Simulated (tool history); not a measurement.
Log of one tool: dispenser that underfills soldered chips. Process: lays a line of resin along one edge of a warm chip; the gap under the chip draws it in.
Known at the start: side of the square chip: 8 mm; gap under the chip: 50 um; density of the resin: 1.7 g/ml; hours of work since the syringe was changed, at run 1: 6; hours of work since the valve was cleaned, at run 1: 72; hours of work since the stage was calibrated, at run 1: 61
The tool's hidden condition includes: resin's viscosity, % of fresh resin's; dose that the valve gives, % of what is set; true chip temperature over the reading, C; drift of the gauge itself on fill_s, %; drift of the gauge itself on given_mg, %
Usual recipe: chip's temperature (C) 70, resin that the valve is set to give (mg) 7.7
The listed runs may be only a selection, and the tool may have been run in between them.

run   hour  chip's temperature (C)  resin that the valve is set to give (mg)  hours of work since the syringe was changed  hours of work since the valve was cleaned  hours of work since the stage was calibrated  time until the resin shows at the far edge (s)  resin that the valve gave (mg)
  1      0                      70                                       7.7                                            6                                         72                                            61                                            26.9                            7.53
       1.7  -- new syringe of resin
  2    3.5                      70                                       7.7                                            1                                         74                                            63                                            22.9                            7.51
       7.8  -- dispensing valve cleaned and set on the balance
  3   10.1                      70                                      7.97                                            5                                          2                                            67                                            26.4                            7.97
      13.4  -- new syringe of resin
  4   15.6                      70                                      7.97                                            2                                          6                                            71                                            23.5                            7.98
  5   20.6                      70                                      7.97                                            5                                          9                                            75                                            26.2                            7.95
      23.6  -- new syringe of resin
  6   24.6                      70                                       7.7                                            1                                         12                                            78                                            22.6                            7.62
  7   27.9                      70                                       7.7                                            3                                         14                                            80                                            23.7                            7.66
  8   31.7                      70                                       7.7                                            6                                         17                                            83                                            26.7                            7.66
      33.9  -- new syringe of resin
  9   34.4                      70                                       8.5                                            0                                         19                                            85                                              21                            8.47
 10   38.7                      70                                       7.7                                            3                                         22                                            88                                            24.4                            7.62
 11   42.7                      70                                       7.7                                            6                                         25                                            91                                            26.9                            7.65
      44.4  -- new syringe of resin
 12   46.5                      67                                       7.7                                            2                                         28                                            93                                            24.3                            7.66
 13   51.4                      67                                       7.7                                            5                                         31                                            97                                            28.4                            7.62
      54.8  -- new syringe of resin
 14   55.2                      70                                      8.79                                            0                                         34                                            99                                            20.5                             8.7
 15   59.5                      70                                      8.79                                            3                                         37                                           103                                            22.5                            8.65
 16   63.1                      70                                      8.79                                            6                                         40                                           105                                            26.3                            8.71
      65.3  -- new syringe of resin
 17     69                      70                                      8.79                                            3                                         44                                           109                                            22.7                            8.63
 18   73.9                      78                                      8.22                                            6                                         47                                           113                                            19.8                            8.08
      75.7  -- new syringe of resin
 19   77.8                      68                                      9.61                                            2                                         50                                           116                                            23.3                            9.44
 20   80.9                      68                                      9.61                                            4                                         52                                           118                                            25.2                            9.42
 21   83.8                      76                                      7.45                                            6                                         54                                           120                                            21.2                            7.29
      85.9  -- new syringe of resin
 22   88.3                      76                                      7.45                                            2                                         57                                           123                                            18.7                            7.25
 23   93.6                      61                                      7.21                                            6                                         61                                           127                                            36.8                            7.06
      96.2  -- new syringe of resin
 24   98.7                      77                                       8.4                                            2                                         65                                           130                                            17.3                            8.18
 25  101.1                      77                                       8.4                                            4                                         66                                           132                                            18.3                            8.23

Expected results for the next run?
 26   104                      60                                       9.9                                            6                                         69                                           134                                               ?                               ?

time until the resin shows at the far edge (s): 37.5
resin that the valve gave (mg): 9.66
Were there no unlogged condition in the tool, this run, its random variation unchanged, would have produced time until the resin shows at the far edge (s) 30.3, resin that the valve gave (mg) 9.9.
